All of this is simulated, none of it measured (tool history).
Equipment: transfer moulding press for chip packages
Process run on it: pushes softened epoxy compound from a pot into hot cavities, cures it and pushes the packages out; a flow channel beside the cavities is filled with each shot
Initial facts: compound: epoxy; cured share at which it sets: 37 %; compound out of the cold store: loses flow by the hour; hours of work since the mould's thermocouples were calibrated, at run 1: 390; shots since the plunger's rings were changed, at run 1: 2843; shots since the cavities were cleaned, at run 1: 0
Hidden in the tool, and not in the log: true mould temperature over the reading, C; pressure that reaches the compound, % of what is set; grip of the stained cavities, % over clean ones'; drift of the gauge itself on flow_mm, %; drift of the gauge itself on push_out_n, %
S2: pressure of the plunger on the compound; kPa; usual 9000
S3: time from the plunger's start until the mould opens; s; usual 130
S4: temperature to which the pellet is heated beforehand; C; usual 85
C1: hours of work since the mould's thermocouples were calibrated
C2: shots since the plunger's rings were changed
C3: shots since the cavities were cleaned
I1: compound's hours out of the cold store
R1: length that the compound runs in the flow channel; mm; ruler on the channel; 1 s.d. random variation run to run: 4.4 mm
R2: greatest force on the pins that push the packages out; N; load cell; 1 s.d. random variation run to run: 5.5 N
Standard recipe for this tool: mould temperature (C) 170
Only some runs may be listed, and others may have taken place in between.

{"run": 1, "hour": 0.0, "mould temperature (C)": 170, "S2": 9000, "S3": 130, "S4": 85, "C1": 390, "C2": 2843, "C3": 0, "I1": 11.5, "R1": 686, "R2": 197}
{"run": 2, "hour": 22.3, "mould temperature (C)": 170, "S2": 9000, "S3": 130, "S4": 85, "C1": 407, "C2": 3085, "C3": 242, "I1": 12.1, "R1": 672, "R2": 249}
{"hour": 49.4, "done": "cavities cleaned with cleaning compound and waxed"}
{"run": 3, "hour": 71.7, "mould temperature (C)": 170, "S2": 9000, "S3": 130, "S4": 85, "C1": 443, "C2": 3605, "C3": 241, "I1": 22.0, "R1": 642, "R2": 252}
{"hour": 88.6, "done": "mould's thermocouples calibrated"}
{"hour": 98.7, "done": "plunger's sealing rings changed"}
{"hour": 105.5, "done": "cavities cleaned with cleaning compound and waxed"}
{"run": 4, "hour": 118.1, "mould temperature (C)": 170, "S2": 10880, "S3": 130, "S4": 85, "C1": 19, "C2": 194, "C3": 137, "I1": 15.5, "R1": 774, "R2": 213}
{"hour": 159.0, "done": "cavities cleaned with cleaning compound and waxed"}
{"run": 5, "hour": 160.3, "mould temperature (C)": 170, "S2": 10880, "S3": 130, "S4": 85, "C1": 50, "C2": 636, "C3": 15, "I1": 41.1, "R1": 686, "R2": 195}
{"run": 6, "hour": 188.3, "mould temperature (C)": 170, "S2": 9000, "S3": 130, "S4": 85, "C1": 72, "C2": 940, "C3": 319, "I1": 27.5, "R1": 654, "R2": 234}
{"hour": 210.1, "done": "cavities cleaned with cleaning compound and waxed"}
{"run": 7, "hour": 242.4, "mould temperature (C)": 170, "S2": 9000, "S3": 130, "S4": 85, "C1": 112, "C2": 1511, "C3": 350, "I1": 8.3, "R1": 706, "R2": 254}
{"hour": 262.0, "done": "cavities cleaned with cleaning compound and waxed"}
{"run": 8, "hour": 296.4, "mould temperature (C)": 170, "S2": 9000, "S3": 130, "S4": 85, "C1": 152, "C2": 2081, "C3": 374, "I1": 35.1, "R1": 625, "R2": 253}
{"hour": 313.2, "done": "cavities cleaned with cleaning compound and waxed"}
{"run": 9, "hour": 351.1, "mould temperature (C)": 170, "S2": 9000, "S3": 130, "S4": 85, "C1": 192, "C2": 2658, "C3": 411, "I1": 47.0, "R1": 597, "R2": 258}
{"hour": 366.0, "done": "cavities cleaned with cleaning compound and waxed"}
{"run": 10, "hour": 375.0, "mould temperature (C)": 170, "S2": 9000, "S3": 121, "S4": 85, "C1": 209, "C2": 2902, "C3": 98, "I1": 37.3, "R1": 608, "R2": 219}
{"hour": 417.0, "done": "cavities cleaned with cleaning compound and waxed"}
{"run": 11, "hour": 417.0, "mould temperature (C)": 170, "S2": 9000, "S3": 130, "S4": 85, "C1": 240, "C2": 3341, "C3": 0, "I1": 28.7, "R1": 627, "R2": 195}
{"run": 12, "hour": 448.4, "mould temperature (C)": 173, "S2": 8040, "S3": 118, "S4": 76, "C1": 264, "C2": 3682, "C3": 341, "I1": 22.3, "R1": 606, "R2": 259}
{"hour": 466.4, "done": "plunger's sealing rings changed"}
{"hour": 473.0, "done": "cavities cleaned with cleaning compound and waxed"}
{"run": 13, "hour": 493.9, "mould temperature (C)": 173, "S2": 8040, "S3": 118, "S4": 76, "C1": 295, "C2": 282, "C3": 227, "I1": 35.4, "R1": 601, "R2": 238}
{"run": 14, "hour": 516.3, "mould temperature (C)": 164, "S2": 8820, "S3": 155, "S4": 78, "C1": 312, "C2": 526, "C3": 471, "I1": 23.6, "R1": 675, "R2": 268}
{"hour": 524.9, "done": "cavities cleaned with cleaning compound and waxed"}
{"run": 15, "hour": 564.3, "mould temperature (C)": 164, "S2": 8820, "S3": 155, "S4": 78, "C1": 347, "C2": 1030, "C3": 428, "I1": 41.8, "R1": 615, "R2": 261}
{"hour": 577.1, "done": "cavities cleaned with cleaning compound and waxed"}
{"run": 16, "hour": 595.3, "mould temperature (C)": 170, "S2": 9000, "S3": 130, "S4": 77, "C1": 370, "C2": 1350, "C3": 197, "I1": 14.8, "R1": 681, "R2": 240}
{"hour": 626.8, "done": "cavities cleaned with cleaning compound and waxed"}
{"run": 17, "hour": 628.8, "mould temperature (C)": 170, "S2": 9000, "S3": 149, "S4": 92, "C1": 394, "C2": 1698, "C3": 22, "I1": 41.8, "R1": 616, "R2": 176}
{"run": 18, "hour": 666.2, "mould temperature (C)": 169, "S2": 10470, "S3": 111, "S4": 78, "C1": 423, "C2": 2104, "C3": 428, "I1": 18.8, "R1": 730, "R2": 338}
{"hour": 677.1, "done": "cavities cleaned with cleaning compound and waxed"}
{"hour": 707.3, "done": "mould's thermocouples calibrated"}
{"run": 19, "hour": 715.3, "mould temperature (C)": 172, "S2": 7990, "S3": 130, "S4": 85, "C1": 6, "C2": 2599, "C3": 393, "I1": 29.0, "R1": 601, "R2": 242}
{"hour": 728.9, "done": "cavities cleaned with cleaning compound and waxed"}
{"run": 20, "hour": 759.6, "mould temperature (C)": 170, "S2": 9790, "S3": 159, "S4": 85, "C1": 39, "C2": 3064, "C3": 334, "I1": 27.0, "R1": 668, "R2": 217}
{"hour": 783.0, "done": "cavities cleaned with cleaning compound and waxed"}
{"run": 21, "hour": 810.6, "mould temperature (C)": 170, "S2": 9790, "S3": 159, "S4": 85, "C1": 76, "C2": 3601, "C3": 300, "I1": 41.9, "R1": 620, "R2": 231}

Alternative continuations, all from the tool just after run 21; predict every row:
{"hour": 836.2, "done": "plunger's sealing rings changed"}
{"hour": 837.7, "done": "cavities cleaned with cleaning compound and waxed"}
{"run": "A", "hour": 842.7, "mould temperature (C)": 170, "S2": 9660, "S3": 167, "S4": 76, "C1": 98, "C2": 54, "C3": 54, "I1": 27.6, "R1": "?", "R2": "?"}
{"hour": 836.2, "done": "plunger's sealing rings changed"}
{"hour": 837.7, "done": "cavities cleaned with cleaning compound and waxed"}
{"run": "B", "hour": 842.7, "mould temperature (C)": 170, "S2": 9000, "S3": 145, "S4": 75, "C1": 98, "C2": 54, "C3": 54, "I1": 36.7, "R1": "?", "R2": "?"}
{"hour": 836.2, "done": "plunger's sealing rings changed"}
{"hour": 837.7, "done": "cavities cleaned with cleaning compound and waxed"}
{"run": "C", "hour": 842.7, "mould temperature (C)": 166, "S2": 7870, "S3": 159, "S4": 91, "C1": 98, "C2": 54, "C3": 54, "I1": 29.7, "R1": "?", "R2": "?"}

run=A R1=689 R2=192
run=B R1=640 R2=191
run=C R1=621 R2=194
Stripped of hidden state, with their random variation kept, the same runs would have yielded:
run=A R1=691 R2=179
run=B R1=642 R2=178
run=C R1=623 R2=181
